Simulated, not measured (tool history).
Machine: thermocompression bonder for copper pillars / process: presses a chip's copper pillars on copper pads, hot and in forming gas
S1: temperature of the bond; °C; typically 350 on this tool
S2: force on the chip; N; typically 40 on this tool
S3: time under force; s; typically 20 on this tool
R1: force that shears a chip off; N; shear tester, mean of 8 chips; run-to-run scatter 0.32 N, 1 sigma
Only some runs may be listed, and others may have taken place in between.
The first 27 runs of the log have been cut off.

Run 28, day 68.788: usual settings but S1 371 °C. Result: R1 66.3 N.
At day 70.008: forming gas filter changed.
Run 29, day 70.592: usual settings but S1 334 °C, S2 51 N, S3 15 s. Result: R1 51.3 N.
Run 30, day 72.279: usual settings but S1 334 °C, S2 51 N, S3 15 s. Result: R1 51.7 N.
Run 31, day 73.938: usual settings but S1 330 °C, S2 43 N, S3 21 s. Result: R1 49.0 N.
Run 32, day 76.246: usual settings but S1 330 °C, S2 43 N, S3 21 s. Result: R1 48.3 N.
Run 33, day 79.654: usual settings but S1 330 °C, S2 43 N, S3 21 s. Result: R1 48.3 N.
Run 34, day 82.592: usual settings but S1 330 °C, S2 43 N, S3 21 s. Result: R1 48.1 N.
At day 84.350: forming gas filter changed.
Run 35, day 85.158: usual settings but S1 346 °C, S2 28 N, S3 59 s. Result: R1 63.2 N.
Run 36, day 87.308: usual settings but S1 346 °C, S2 39 N, S3 59 s. Result: R1 77.8 N.
Run 37, day 90.754: usual settings but S1 353 °C, S2 42 N. Result: R1 59.5 N.
Run 38, day 93.858: usual settings but S1 353 °C, S2 42 N. Result: R1 58.6 N.

4 ways to go on from here, each from the tool as it stands after run 38. What would each give?
Run A, day 96.596: usual settings but S1 369 °C, S2 42 N, S3 21 s. Result: R1 ?.
Run B, day 96.596: usual settings but S1 347 °C, S3 12 s. Result: R1 ?.
Run C, day 96.596: usual settings but S1 320 °C, S2 58 N, S3 54 s. Result: R1 ?.
Run D, day 96.596: usual settings but S3 26 s. Result: R1 ?.

run    R1
  A  68.2
  B  44.2
  C  76.4
  D  61.1
With the hidden condition removed and each run's random variation left untouched, the same runs would have given:
run    R1
  A  69.4
  B  44.7
  C  77.3
  D  62.0
